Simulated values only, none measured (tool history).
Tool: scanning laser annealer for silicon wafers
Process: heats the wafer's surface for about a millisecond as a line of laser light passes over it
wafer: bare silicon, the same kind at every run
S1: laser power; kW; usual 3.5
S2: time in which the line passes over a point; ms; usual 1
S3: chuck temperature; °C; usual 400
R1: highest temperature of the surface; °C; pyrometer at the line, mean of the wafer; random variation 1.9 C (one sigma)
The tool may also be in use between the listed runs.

run   hour     S1    S2   S3    R1
  1      0    3.5     1  400  1102
  2   13.2    3.5  1.02  400  1108
  3   22.4    3.5  1.02  400  1110
  4   32.2    3.5     1  366  1069
  5   45.5    3.5     1  366  1065
  6   55.8    3.5     1  366  1068
  7   70.9    3.5  0.85  366  1009
  8   78.6    3.5  0.85  366  1013
  9   94.1    3.5     1  400  1102
 10  107.1    3.5  0.81  400  1030
 11  121.9    3.5  0.81  400  1030
 12  135.6    3.5  0.81  400  1031
 13  146.4    3.5     1  391  1085
 14  160.8    3.5  0.94  400  1076
 15  169.3    3.5  0.83  400  1036
 16  177.2    3.5  0.83  400  1032
 17  191.2    3.5  0.83  400  1033
 18    198    3.5  0.83  400  1032
 19  206.4    3.5  0.83  400  1031
 20  216.7  3.338  0.83  390   994
 21  232.3  3.338  0.83  390   993
 22  244.7   3.27  0.92  420  1042
 23  253.5  3.042  0.98  388   977
 24  267.2  3.042  0.98  388   977
 25  281.7  3.042  0.98  388   977
 26  289.9  3.351   0.8  413  1004
 27  304.3  3.215     1  381  1012
 28  318.5  3.385  0.75  396   975
 29  326.6    3.5  0.83  400  1028

The same runs without the tool's hidden state, with the same run-to-run variation:
The hidden state here: light that passes the window, % of a clean one's; laser's true power over the reading, %; width of the line over the set one, %; drift of the gauge itself on peak_c, C.
run    R1
  1  1110
  2  1116
  3  1118
  4  1077
  5  1073
  6  1077
  7  1018
  8  1021
  9  1112
 10  1040
 11  1040
 12  1041
 13  1096
 14  1088
 15  1048
 16  1043
 17  1045
 18  1044
 19  1043
 20  1006
 21  1005
 22  1055
 23   990
 24   990
 25   991
 26  1017
 27  1027
 28   989
 29  1043
